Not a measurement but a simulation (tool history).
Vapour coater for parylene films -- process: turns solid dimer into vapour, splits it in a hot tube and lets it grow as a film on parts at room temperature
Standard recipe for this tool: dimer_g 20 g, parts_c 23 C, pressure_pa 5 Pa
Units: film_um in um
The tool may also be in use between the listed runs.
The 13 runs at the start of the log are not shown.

| run | hour | dimer_g | parts_c | pressure_pa | hours of work since the trap's valve was overhauled | hours of work since the table's thermometer was calibrated | film_um |
|---|---|---|---|---|---|---|---|
| 14 | 139.8 | 20 | 32 | 5 | 81 | 426 | 7.31 |
| 15 | 153.5 | 20 | 23 | 2.69 | 93 | 439 | 12.03 |
| 16 | 169 | 20 | 23 | 5 | 107 | 453 | 10.51 |
| 17 | 178 | 20 | 23 | 5 | 115 | 461 | 10.45 |
| 18 | 193.6 | 20 | 18 | 5 | 129 | 475 | 12.73 |
| 19 | 200.8 | 20 | 18 | 5 | 135 | 481 | 12.98 |
| 20 | 210 | 20 | 18 | 5 | 144 | 489 | 12.71 |
| 21 | 219.4 | 20 | 23 | 4.62 | 152 | 498 | 10.54 |
| 22 | 226.6 | 20 | 23 | 4.62 | 158 | 504 | 10.5 |
| 23 | 237.6 | 20 | 23 | 9.27 | 168 | 514 | 9.11 |
| 24 | 245.9 | 20 | 23 | 9.27 | 176 | 521 | 9.2 |
| 25 | 256.5 | 13 | 20 | 3.44 | 185 | 531 | 8 |
| 26 | 266.9 | 23 | 23 | 5 | 194 | 540 | 11.68 |
| 27 | 273.6 | 23 | 23 | 5 | 200 | 546 | 11.71 |
| 28 | 281.9 | 12 | 23 | 7.39 | 208 | 554 | 5.61 |
| 29 | 290.4 | 12 | 23 | 7.39 | 215 | 561 | 5.63 |
| 30 | 303.2 | 12 | 23 | 7.39 | 227 | 573 | 5.66 |
| 31 | 311.6 | 20 | 15 | 4.26 | 234 | 580 | 14.44 |
| 32 | 323.3 | 20 | 33 | 7.99 | 245 | 591 | 6.01 |

Forecast run 33:
| 33 | 330.8 | 11 | 31 | 5.2 | 252 | 597 | ? |

{"run 33": {"film_um": 3.81}}
Had the tool carried no hidden state, the very same run would have given film_um 4.29 um.
